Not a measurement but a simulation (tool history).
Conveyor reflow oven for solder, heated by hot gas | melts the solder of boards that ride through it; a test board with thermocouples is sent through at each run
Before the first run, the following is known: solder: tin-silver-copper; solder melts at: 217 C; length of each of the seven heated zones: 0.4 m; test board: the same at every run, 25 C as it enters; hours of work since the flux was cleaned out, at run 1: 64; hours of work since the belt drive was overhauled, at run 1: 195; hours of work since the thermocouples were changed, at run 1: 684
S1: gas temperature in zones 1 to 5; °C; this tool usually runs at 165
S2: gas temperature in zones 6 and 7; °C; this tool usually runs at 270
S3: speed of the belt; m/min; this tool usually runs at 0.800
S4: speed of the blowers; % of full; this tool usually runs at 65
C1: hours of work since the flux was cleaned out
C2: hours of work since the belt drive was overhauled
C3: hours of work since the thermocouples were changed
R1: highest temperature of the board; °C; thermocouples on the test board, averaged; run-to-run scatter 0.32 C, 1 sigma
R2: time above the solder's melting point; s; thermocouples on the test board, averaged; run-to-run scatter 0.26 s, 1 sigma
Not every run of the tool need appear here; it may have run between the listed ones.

Run 1, hour 0.0: usual settings; C1 64; C2 195; C3 684. Result: R1 249.4 °C, R2 40.2 s.
Run 2, hour 11.4: usual settings; C1 71; C2 202; C3 691. Result: R1 249.0 °C, R2 39.9 s.
Run 3, hour 19.3: usual settings; C1 76; C2 207; C3 696. Result: R1 248.9 °C, R2 40.0 s.
Run 4, hour 24.9: usual settings but S2 279 °C; C1 79; C2 211; C3 699. Result: R1 256.4 °C, R2 44.4 s.
Run 5, hour 35.4: usual settings but S2 279 °C; C1 86; C2 217; C3 706. Result: R1 256.7 °C, R2 44.3 s.
Run 6, hour 44.7: usual settings but S2 279 °C; C1 92; C2 223; C3 712. Result: R1 255.9 °C, R2 44.4 s.
Run 7, hour 51.1: usual settings but S2 279 °C; C1 96; C2 227; C3 716. Result: R1 255.8 °C, R2 44.7 s.
Run 8, hour 58.9: usual settings but S2 279 °C; C1 101; C2 232; C3 721. Result: R1 256.9 °C, R2 43.8 s.
Run 9, hour 69.9: usual settings; C1 108; C2 239; C3 728. Result: R1 248.6 °C, R2 40.0 s.
Run 10, hour 80.0: usual settings; C1 114; C2 245; C3 734. Result: R1 248.0 °C, R2 39.7 s.
Run 11, hour 91.6: usual settings but S3 0.693 m/min; C1 121; C2 253; C3 741. Result: R1 253.6 °C, R2 50.5 s.
Run 12, hour 98.6: usual settings but S3 0.693 m/min; C1 126; C2 257; C3 746. Result: R1 253.3 °C, R2 49.8 s.
Run 13, hour 104.4: usual settings but S3 0.693 m/min; C1 129; C2 261; C3 749. Result: R1 253.3 °C, R2 50.4 s.
Run 14, hour 110.2: usual settings but S3 0.693 m/min; C1 133; C2 264; C3 753. Result: R1 253.3 °C, R2 50.1 s.
Run 15, hour 118.4: usual settings but S3 0.693 m/min; C1 138; C2 269; C3 758. Result: R1 253.6 °C, R2 50.5 s.
Run 16, hour 128.9: usual settings but S3 0.693 m/min; C1 145; C2 276; C3 765. Result: R1 253.2 °C, R2 50.2 s.
Run 17, hour 136.0: usual settings but S3 0.693 m/min, S4 60 % of full; C1 149; C2 280; C3 769. Result: R1 251.4 °C, R2 48.9 s.
Run 18, hour 145.7: usual settings but S3 0.693 m/min, S4 60 % of full; C1 155; C2 287; C3 775. Result: R1 251.7 °C, R2 48.3 s.
Run 19, hour 155.5: usual settings but S2 275 °C, S3 0.844 m/min, S4 50 % of full; C1 161; C2 293; C3 781. Result: R1 243.0 °C, R2 31.9 s.
Run 20, hour 161.6: usual settings but S2 275 °C, S3 0.844 m/min, S4 50 % of full; C1 165; C2 296; C3 785. Result: R1 242.7 °C, R2 31.8 s.
Run 21, hour 171.1: usual settings but S2 275 °C, S3 0.844 m/min, S4 50 % of full; C1 171; C2 302; C3 791. Result: R1 242.7 °C, R2 31.7 s.
Run 22, hour 180.4: usual settings but S2 275 °C, S3 0.844 m/min, S4 50 % of full; C1 177; C2 308; C3 797. Result: R1 242.3 °C, R2 32.1 s.
Run 23, hour 189.2: usual settings but S1 169 °C; C1 182; C2 314; C3 803. Result: R1 248.6 °C, R2 40.9 s.
Run 24, hour 194.4: usual settings but S1 169 °C; C1 186; C2 317; C3 806. Result: R1 248.5 °C, R2 40.7 s.
Run 25, hour 203.4: usual settings but S1 169 °C, S2 283 °C, S3 0.688 m/min, S4 79 % of full; C1 191; C2 323; C3 812. Result: R1 268.9 °C, R2 60.4 s.
Run 26, hour 210.1: usual settings but S1 169 °C, S2 283 °C, S3 0.688 m/min, S4 79 % of full; C1 195; C2 327; C3 816. Result: R1 268.5 °C, R2 60.5 s.
Run 27, hour 216.4: usual settings but S4 77 % of full; C1 199; C2 331; C3 820. Result: R1 251.0 °C, R2 42.2 s.
Run 28, hour 224.1: usual settings but S4 77 % of full; C1 204; C2 336; C3 825. Result: R1 250.4 °C, R2 42.1 s.
Run 29, hour 231.0: usual settings but S1 150 °C, S4 52 % of full; C1 209; C2 340; C3 829. Result: R1 237.5 °C, R2 26.9 s.
Run 30, hour 239.9: usual settings but S1 169 °C, S2 272 °C, S3 0.640 m/min, S4 55 % of full; C1 214; C2 346; C3 834. Result: R1 254.5 °C, R2 56.9 s.
Run 31, hour 248.2: usual settings but S1 169 °C, S2 272 °C, S3 0.722 m/min, S4 55 % of full; C1 219; C2 351; C3 840. Result: R1 250.3 °C, R2 46.2 s.

3 ways to go on from here, each from the tool as it stands after run 31. What would each give?
Run A, hour 255.1: usual settings but S3 0.834 m/min; C1 224; C2 355; C3 844. Result: R1 ?, R2 ?.
Run B, hour 255.1: usual settings but S1 169 °C, S2 262 °C, S3 0.746 m/min, S4 66 % of full; C1 224; C2 355; C3 844. Result: R1 ?, R2 ?.
Run C, hour 255.1: usual settings but S1 169 °C, S2 272 °C, S3 0.722 m/min, S4 89 % of full; C1 224; C2 355; C3 844. Result: R1 ?, R2 ?.

run     R1    R2
  A  246.0  35.8
  B  243.9  41.3
  C  259.7  53.6
Without the tool's hidden state the same runs would have given:
run     R1    R2
  A  249.2  38.1
  B  246.6  43.6
  C  262.7  55.0

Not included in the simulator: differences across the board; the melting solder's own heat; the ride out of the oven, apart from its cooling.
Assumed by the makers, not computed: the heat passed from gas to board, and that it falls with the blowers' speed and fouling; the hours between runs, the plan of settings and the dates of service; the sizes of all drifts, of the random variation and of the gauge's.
